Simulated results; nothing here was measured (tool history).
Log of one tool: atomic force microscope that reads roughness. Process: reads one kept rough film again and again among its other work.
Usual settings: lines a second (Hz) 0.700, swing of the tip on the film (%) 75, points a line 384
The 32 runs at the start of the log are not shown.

run   hour  lines a second (Hz)  swing of the tip on the film (%)  points a line  roughness of the kept film (nm (root mean square))
 33  384.2                2.778                                65            613                                               3.929
 34  394.5                2.778                                65            613                                               3.890
 35  407.0                3.364                                65            613                                               3.842
 36  420.9                3.364                                65            613                                               3.823
 37  428.0                3.364                                65           1006                                               3.801
 38  435.1                0.530                                71            873                                               3.885
 39  442.9                2.637                                90            803                                               3.492
 40  450.1                3.523                                71            700                                               3.673
 41  460.5                0.858                                70            700                                               3.835
 42  472.8                0.858                                70            700                                               3.829
 43  482.3                0.700                                73            384                                               3.782
 44  498.3                0.700                                75            598                                               3.782
     512.2  -- new tip fitted
 45  515.8                0.639                                56            598                                               4.177
 46  524.9                0.639                                56            598                                               4.159
 47  538.6                0.700                                60            516                                               4.119
 48  552.0                0.700                                57            983                                               4.115

4 options for the next run, each taken on its own from the tool as it stands now. Forecast them:
  A  563.3                1.518                                57            983                                                   ?
  B  563.3                1.113                                61            745                                                   ?
  C  563.3                0.815                                75            440                                                   ?
  D  563.3                1.366                                75            384                                                   ?

run  roughness of the kept film (nm (root mean square))
  A                                               4.019
  B                                               4.012
  C                                               3.997
  D                                               3.940
Without the tool's hidden state the same runs would have given:
run  roughness of the kept film (nm (root mean square))
  A                                               4.162
  B                                               4.155
  C                                               4.138
  D                                               4.079
